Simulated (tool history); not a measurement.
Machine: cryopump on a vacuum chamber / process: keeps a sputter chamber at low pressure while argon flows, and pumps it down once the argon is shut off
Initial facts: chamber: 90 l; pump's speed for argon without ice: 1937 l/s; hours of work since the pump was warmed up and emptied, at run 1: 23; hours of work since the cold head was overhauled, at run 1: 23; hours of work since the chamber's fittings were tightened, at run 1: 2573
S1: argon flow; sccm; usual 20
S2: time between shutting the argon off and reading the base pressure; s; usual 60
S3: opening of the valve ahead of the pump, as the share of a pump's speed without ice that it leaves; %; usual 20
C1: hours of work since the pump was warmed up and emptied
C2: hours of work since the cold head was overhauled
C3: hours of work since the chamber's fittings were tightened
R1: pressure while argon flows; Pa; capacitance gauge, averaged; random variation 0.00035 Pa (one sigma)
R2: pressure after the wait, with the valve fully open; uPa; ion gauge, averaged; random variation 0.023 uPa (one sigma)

Run 1, hour 0: usual settings; C1 23; C2 23; C3 2573. Result: R1 0.0881 Pa, R2 1.2 uPa.
Run 2, hour 15.5: usual settings; C1 32; C2 32; C3 2582. Result: R1 0.0875 Pa, R2 1.19 uPa.
Run 3, hour 35: usual settings; C1 43; C2 43; C3 2593. Result: R1 0.0882 Pa, R2 1.2 uPa.
Run 4, hour 61.2: usual settings; C1 59; C2 59; C3 2609. Result: R1 0.0872 Pa, R2 1.18 uPa.
Run 5, hour 85.6: usual settings; C1 73; C2 73; C3 2623. Result: R1 0.0872 Pa, R2 1.24 uPa.
Run 6, hour 103.2: usual settings but S1 24 sccm; C1 83; C2 83; C3 2633. Result: R1 0.1052 Pa, R2 1.28 uPa.
Run 7, hour 122.8: usual settings but S1 34 sccm; C1 95; C2 95; C3 2645. Result: R1 0.1491 Pa, R2 1.24 uPa.
Run 8, hour 150.4: usual settings but S1 34 sccm; C1 111; C2 111; C3 2661. Result: R1 0.148 Pa, R2 1.25 uPa.
Run 9, hour 170.3: usual settings but S1 34 sccm; C1 123; C2 123; C3 2673. Result: R1 0.1486 Pa, R2 1.24 uPa.
Run 10, hour 198.1: usual settings; C1 139; C2 139; C3 2689. Result: R1 0.0874 Pa, R2 1.24 uPa.
Run 11, hour 222.8: usual settings but S3 17 %; C1 154; C2 154; C3 2703. Result: R1 0.1027 Pa, R2 1.27 uPa.
Run 12, hour 240.9: usual settings but S3 17 %; C1 164; C2 164; C3 2714. Result: R1 0.1032 Pa, R2 1.26 uPa.
Run 13, hour 260.9: usual settings; C1 176; C2 176; C3 2726. Result: R1 0.0874 Pa, R2 1.27 uPa.
Run 14, hour 286.6: usual settings; C1 191; C2 191; C3 2741. Result: R1 0.0878 Pa, R2 1.24 uPa.
Run 15, hour 310.8: usual settings; C1 205; C2 205; C3 2755. Result: R1 0.0874 Pa, R2 1.24 uPa.
Run 16, hour 329.1: usual settings; C1 216; C2 216; C3 2766. Result: R1 0.0881 Pa, R2 1.3 uPa.
Run 17, hour 341.5: usual settings but S2 182 s, S3 37 %; C1 223; C2 223; C3 2773. Result: R1 0.0473 Pa, R2 0.93 uPa.
Run 18, hour 355.7: usual settings but S1 28 sccm, S2 182 s, S3 27 %; C1 232; C2 232; C3 2781. Result: R1 0.0918 Pa, R2 0.88 uPa.
Run 19, hour 372.4: usual settings but S1 21 sccm, S2 103 s, S3 27 %; C1 241; C2 241; C3 2791. Result: R1 0.0686 Pa, R2 1.06 uPa.
Run 20, hour 387.6: usual settings but S1 8 sccm, S2 24 s, S3 43 %; C1 250; C2 250; C3 2800. Result: R1 0.0164 Pa, R2 2.12 uPa.
Run 21, hour 401.4: usual settings but S1 10 sccm, S3 18 %; C1 258; C2 258; C3 2808. Result: R1 0.0485 Pa, R2 1.31 uPa.
Run 22, hour 430.9: usual settings but S1 28 sccm, S2 39 s, S3 31 %; C1 276; C2 276; C3 2826. Result: R1 0.0808 Pa, R2 1.58 uPa.
Run 23, hour 457.9: usual settings but S1 14 sccm, S2 23 s, S3 31 %; C1 292; C2 292; C3 2841. Result: R1 0.0397 Pa, R2 2.25 uPa.
Run 24, hour 473.8: usual settings but S1 8 sccm, S2 45 s, S3 34 %; C1 301; C2 301; C3 2851. Result: R1 0.021 Pa, R2 1.47 uPa.
Run 25, hour 489.1: usual settings but S2 54 s; C1 310; C2 310; C3 2860. Result: R1 0.0886 Pa, R2 1.37 uPa.
Run 26, hour 514: usual settings but S1 23 sccm, S2 49 s, S3 39 %; C1 324; C2 324; C3 2874. Result: R1 0.0526 Pa, R2 1.44 uPa.
Run 27, hour 531.9: usual settings but S1 9 sccm, S2 36 s, S3 35 %; C1 335; C2 335; C3 2885. Result: R1 0.0229 Pa, R2 1.68 uPa.
Run 28, hour 558.2: usual settings but S1 16 sccm, S2 58 s; C1 350; C2 350; C3 2900. Result: R1 0.0713 Pa, R2 1.36 uPa.
Run 29, hour 581.5: usual settings but S1 35 sccm, S3 42 %; C1 364; C2 364; C3 2914. Result: R1 0.0745 Pa, R2 1.26 uPa.

Each row is a separate what-if for the run after 29, all from the same tool condition, not one after another. Results?
Run A, hour 595.1: usual settings but S1 9 sccm; C1 372; C2 372; C3 2922. Result: R1 ?, R2 ?.
Run B, hour 595.1: usual settings but S2 119 s; C1 372; C2 372; C3 2922. Result: R1 ?, R2 ?.
Run C, hour 595.1: usual settings but S2 35 s, S3 17 %; C1 372; C2 372; C3 2922. Result: R1 ?, R2 ?.
Run D, hour 595.1: usual settings but S1 10 sccm, S3 30 %; C1 372; C2 372; C3 2922. Result: R1 ?, R2 ?.
Run E, hour 595.1: usual settings but S1 35 sccm, S2 163 s, S3 22 %; C1 372; C2 372; C3 2922. Result: R1 ?, R2 ?.

run      R1    R2
  A    0.04  1.33
  B  0.0888  1.02
  C   0.104  1.66
  D  0.0297  1.31
  E  0.1406  0.98
With the hidden condition removed and each run's random variation left untouched, the same runs would have given:
run      R1    R2
  A  0.0394  0.72
  B  0.0876  0.42
  C  0.1029  1.06
  D  0.0291   0.7
  E  0.1386  0.37

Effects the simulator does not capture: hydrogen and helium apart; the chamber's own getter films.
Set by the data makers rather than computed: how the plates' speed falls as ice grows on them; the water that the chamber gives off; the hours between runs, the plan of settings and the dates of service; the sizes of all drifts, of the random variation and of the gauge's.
